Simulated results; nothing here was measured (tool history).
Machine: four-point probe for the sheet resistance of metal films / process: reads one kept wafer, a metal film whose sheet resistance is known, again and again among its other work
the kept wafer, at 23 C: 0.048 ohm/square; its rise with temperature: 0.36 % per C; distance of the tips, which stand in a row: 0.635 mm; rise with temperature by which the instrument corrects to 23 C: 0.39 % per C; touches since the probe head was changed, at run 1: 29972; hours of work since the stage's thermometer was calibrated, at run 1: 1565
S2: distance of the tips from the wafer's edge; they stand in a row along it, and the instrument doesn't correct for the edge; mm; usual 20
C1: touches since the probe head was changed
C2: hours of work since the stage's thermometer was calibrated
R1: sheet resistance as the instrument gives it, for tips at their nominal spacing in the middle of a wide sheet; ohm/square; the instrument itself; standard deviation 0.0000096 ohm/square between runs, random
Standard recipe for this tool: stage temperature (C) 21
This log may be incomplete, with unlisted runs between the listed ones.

Run 1, hour 0: usual settings; C1 29972; C2 1565. Result: R1 0.04793 ohm/square.
Run 2, hour 72.3: usual settings; C1 33893; C2 1619. Result: R1 0.047952 ohm/square.
Run 3, hour 162.8: usual settings; C1 38802; C2 1687. Result: R1 0.047966 ohm/square.
Run 4, hour 291: usual settings; C1 45749; C2 1783. Result: R1 0.047979 ohm/square.
Run 5, hour 363.5: usual settings; C1 49684; C2 1837. Result: R1 0.048003 ohm/square.
Run 6, hour 446.5: usual settings; C1 54184; C2 1899. Result: R1 0.048003 ohm/square.
At hour 458: stage's thermometer calibrated.
Run 7, hour 511.9: usual settings; C1 57701; C2 40. Result: R1 0.048073 ohm/square.
Run 8, hour 599.4: usual settings but stage temperature (C) 23; C1 62448; C2 106. Result: R1 0.048028 ohm/square.
Run 9, hour 726.4: usual settings but stage temperature (C) 23; C1 69337; C2 201. Result: R1 0.048049 ohm/square.
At hour 755.7: stage's thermometer calibrated, once more.
Run 10, hour 840.8: usual settings but stage temperature (C) 23, S2 56 mm; C1 75508; C2 64. Result: R1 0.047924 ohm/square.
Run 11, hour 957.3: usual settings but stage temperature (C) 31, S2 5 mm; C1 81828; C2 151. Result: R1 0.048216 ohm/square.
Run 12, hour 1015.9: usual settings but stage temperature (C) 24, S2 4 mm; C1 85003; C2 195. Result: R1 0.048578 ohm/square.
Run 13, hour 1114.5: usual settings but stage temperature (C) 24, S2 4 mm; C1 90352; C2 268. Result: R1 0.048596 ohm/square.
Run 14, hour 1181.1: usual settings but stage temperature (C) 24, S2 26 mm; C1 93964; C2 318. Result: R1 0.047971 ohm/square.
At hour 1226.3: new probe head fitted.
Run 15, hour 1260.3: usual settings but stage temperature (C) 35, S2 5 mm; C1 1845; C2 377. Result: R1 0.048339 ohm/square.

What would each run have given without the hidden state, its run-to-run variation left as it was?
Hidden state at play: inner tips' distance over the nominal, %; tips' flats over new ones', %; wafer's true temperature over the reading, C; drift of the gauge itself on sheet_ohm, %.
run        R1
  1  0.048056
  2  0.048067
  3  0.048067
  4   0.04806
  5  0.048072
  6  0.048058
  7  0.048076
  8  0.048019
  9  0.048019
 10  0.048011
 11  0.048284
 12  0.048638
 13   0.04864
 14  0.048004
 15  0.048217
